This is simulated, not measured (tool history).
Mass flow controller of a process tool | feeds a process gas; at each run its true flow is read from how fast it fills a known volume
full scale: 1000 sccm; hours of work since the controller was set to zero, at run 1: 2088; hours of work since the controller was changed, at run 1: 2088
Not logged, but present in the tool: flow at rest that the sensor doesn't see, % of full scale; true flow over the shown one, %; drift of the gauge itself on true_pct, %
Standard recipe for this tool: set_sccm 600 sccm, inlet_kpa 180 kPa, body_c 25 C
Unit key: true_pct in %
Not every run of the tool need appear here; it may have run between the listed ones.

| run | hour | set_sccm | inlet_kpa | body_c | hours of work since the controller was set to zero | hours of work since the controller was changed | true_pct |
|---|---|---|---|---|---|---|---|
| 1 | 0.0 | 600 | 180 | 25 | 2088 | 2088 | 99.89 |
| 2 | 287.5 | 600 | 180 | 25 | 2206 | 2206 | 99.81 |
| 3 | 515.8 | 600 | 180 | 25 | 2301 | 2301 | 99.85 |
| 4 | 779.0 | 600 | 180 | 37 | 2410 | 2410 | 100.12 |
| 5 | 1012.6 | 600 | 180 | 37 | 2506 | 2506 | 100.30 |
| 6 | 1252.9 | 600 | 180 | 37 | 2606 | 2606 | 100.23 |
| 7 | 1417.8 | 397 | 155 | 22 | 2674 | 2674 | 99.57 |
| 8 | 1606.1 | 397 | 155 | 22 | 2752 | 2752 | 99.50 |
| 9 | 1840.1 | 473 | 180 | 31 | 2848 | 2848 | 99.85 |
| 10 | 2042.7 | 413 | 180 | 23 | 2932 | 2932 | 99.60 |
| 11 | 2301.0 | 413 | 180 | 23 | 3039 | 3039 | 99.69 |

The next listed run, before its measurement:
| 12 | 2422.1 | 413 | 180 | 23 | 3089 | 3089 | ? |

Run 12 produced true_pct 99.74 %.
Were there no unlogged condition in the tool, this run, its random variation unchanged, would have produced true_pct 98.57 %.
